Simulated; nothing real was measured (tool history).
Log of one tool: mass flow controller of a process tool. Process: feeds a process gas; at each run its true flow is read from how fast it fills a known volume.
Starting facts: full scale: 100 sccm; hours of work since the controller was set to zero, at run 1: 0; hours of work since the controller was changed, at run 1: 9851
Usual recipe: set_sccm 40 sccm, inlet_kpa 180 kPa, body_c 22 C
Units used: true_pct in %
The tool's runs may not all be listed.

run     hour  set_sccm  inlet_kpa  body_c  hours of work since the controller was set to zero  hours of work since the controller was changed  true_pct
  1      0.0        40        180      22                                                   0                                            9851    100.44
  2    325.3        27        180      22                                                 195                                           10046    100.57
  3    564.1        27        180      22                                                 338                                           10189    100.67
  4   1057.0        27        180      22                                                 634                                           10484    100.82
  5   1562.4        27        180      22                                                 937                                           10787    101.22
  6   1986.8        27        180      22                                                1191                                           11042    101.18
  7   2257.4        12        180      22                                                1353                                           11204    102.37
  8   2566.0        12        180      22                                                1538                                           11389    102.47
  9   2928.0        40        180      39                                                1755                                           11606    102.48
 10   3294.3        40        180      39                                                1975                                           11825    102.52
 11   3723.3        12        180      39                                                2232                                           12082    104.65
 12   4140.6        12        180      39                                                2482                                           12333    104.99
 13   4631.6        40        180      22                                                2776                                           12627    101.86
 14   4930.3        40        223      22                                                2955                                           12806    102.29
 15   5227.6        40        223      22                                                3134                                           12984    102.41
 16   5482.0        40        223      22                                                3286                                           13137    102.54
 17   5880.1        40        223      22                                                3525                                           13375    102.62
 18   6155.3        40        239      22                                                3690                                           13540    102.76
 19   6562.8        40        239      22                                                3934                                           13785    102.88
 20   6871.5        53        180      22                                                4119                                           13970    102.21
 21   7090.9        53        180      22                                                4250                                           14101    102.40
 22   7454.9        53        180      22                                                4469                                           14319    102.45
      7736.2  -- controller's zero set anew
 23   7930.8        53        180      22                                                 117                                           14604    102.98
 24   8437.9        53        180      22                                                 421                                           14908    103.04
      8745.3  -- controller exchanged for a calibrated one
 25   8907.8        53        180      22                                                  97                                              97     99.30
 26   9118.3        53        180      22                                                 224                                             224     99.38
 27   9581.2        53        180      22                                                 501                                             501     99.41
     10002.3  -- controller's zero set anew, once more
 28  10094.5        53        180      22                                                  55                                             808     99.41
 29  10575.3        40        180      21                                                 343                                            1097     99.25
 30  10859.4        40        243      32                                                 514                                            1267    100.68
 31  11212.8        83        223      27                                                 726                                            1479    100.24
 32  11599.8        16        223      27                                                 958                                            1711    100.85
 33  12028.8        57        182      35                                                1215                                            1968    100.52
 34  12419.2        46        220      22                                                1449                                            2202    100.07
 35  12913.0        10        167      25                                                1745                                            2498    101.99
 36  13295.2        10        167      25                                                1974                                            2727    102.37
 37  13605.8        62        221      21                                                2160                                            2913    100.50
 38  13986.5        24        250      31                                                2388                                            3141    101.94
 39  14357.5        24        250      31                                                2611                                            3364    102.20
 40  14712.1        24        250      31                                                2823                                            3576    102.39
 41  15015.9        19        246      33                                                3005                                            3758    103.07
 42  15413.8        13        152      28                                                3244                                            3997    103.48
 43  15734.8        15        201      28                                                3436                                            4189    103.70
 44  16210.9        85        201      31                                                3722                                            4475    101.38
 45  16501.0        94        159      28                                                3895                                            4649    100.89
 46  16717.5        94        159      28                                                4025                                            4778    100.72
 47  16980.0        94        159      38                                                4183                                            4936    101.78
 48  17312.7        94        159      36                                                4382                                            5135    101.65

Hidden condition of the tool, last listed run before each entry between runs versus first listed run after:
Between runs 22 and 23: controller's zero set anew (hour 7736.2)
  flow at rest that the sensor doesn't see, % of full scale: 0.697 -> 0.927; true flow over the shown one, %: 1.7 -> 1.74
  measured value less the no-hidden-state value, true_pct: +3.01 -> +3.49 %
Between runs 24 and 25: controller exchanged for a calibrated one (hour 8745.3)
  flow at rest that the sensor doesn't see, % of full scale: 0.973 -> 0.016; true flow over the shown one, %: 1.78 -> -0.2
  measured value less the no-hidden-state value, true_pct: +3.61 -> -0.16 %
Between runs 27 and 28: controller's zero set anew, once more (hour 10002.3)
  flow at rest that the sensor doesn't see, % of full scale: 0.077 -> 0.011; true flow over the shown one, %: -0.15 -> -0.11
  measured value less the no-hidden-state value, true_pct: +0.00 -> -0.09 %
